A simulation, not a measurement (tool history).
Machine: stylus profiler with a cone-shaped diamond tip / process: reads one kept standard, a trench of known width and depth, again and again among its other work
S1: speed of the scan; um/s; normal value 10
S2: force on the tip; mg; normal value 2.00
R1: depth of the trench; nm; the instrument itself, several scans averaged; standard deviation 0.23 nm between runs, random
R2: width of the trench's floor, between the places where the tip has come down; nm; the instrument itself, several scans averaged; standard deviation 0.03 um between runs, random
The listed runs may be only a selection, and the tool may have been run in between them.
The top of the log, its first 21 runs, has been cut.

run    hour  S1    S2       R1     R2
 22   707.4  21  4.09  1018.39  95690
 23   730.5  21  4.09  1018.59  95680
 24   775.8  21  4.09  1018.42  95600
 25   802.6  26  5.69  1023.15  95650
 26   844.6  26  5.69  1023.00  95650
 27   888.3  11  0.89  1007.75  95590
 28   925.0   6  5.09  1021.19  95650
 29   946.0  31  5.96  1023.52  95590
 30   968.4  31  5.96  1023.80  95570
 31   994.6  32  2.00  1012.13  95520
 32  1029.7   3  4.75  1020.82  95610
 33  1054.9   3  4.75  1020.64  95580
 34  1083.1   3  4.75  1020.97  95590
 35  1103.1   4  2.20  1013.33  95600
 36  1141.0   4  2.20  1012.70  95510
 37  1176.1   4  2.20  1012.94  95580
 38  1211.5  24  3.48  1017.50  95540
 39  1233.3   3  1.16  1009.19  95540
 40  1252.9   3  1.16  1009.06  95530
 41  1273.7   3  1.10  1008.95  95500
 42  1317.3   3  4.44  1019.97  95490
 43  1340.7   3  4.44  1019.82  95550
 44  1380.1   7  0.94  1008.59  95490
 45  1403.8   7  0.94  1008.71  95480

5 options for the next run, each taken on its own from the tool as it stands now. Forecast them:
  A  1440.5  17  1.07   ?   ?
  B  1440.5   3  1.17   ?   ?
  C  1440.5  25  2.22   ?   ?
  D  1440.5   2  2.52   ?   ?
  E  1440.5   7  2.81   ?   ?

run       R1     R2
  A  1009.65  95460
  B  1009.80  95510
  C  1013.50  95480
  D  1014.45  95450
  E  1015.50  95500
Had the tool no hidden state, the same runs would have come out as:
run       R1     R2
  A  1007.53  95970
  B  1007.68  96020
  C  1011.37  95980
  D  1012.32  95950
  E  1013.36  96000
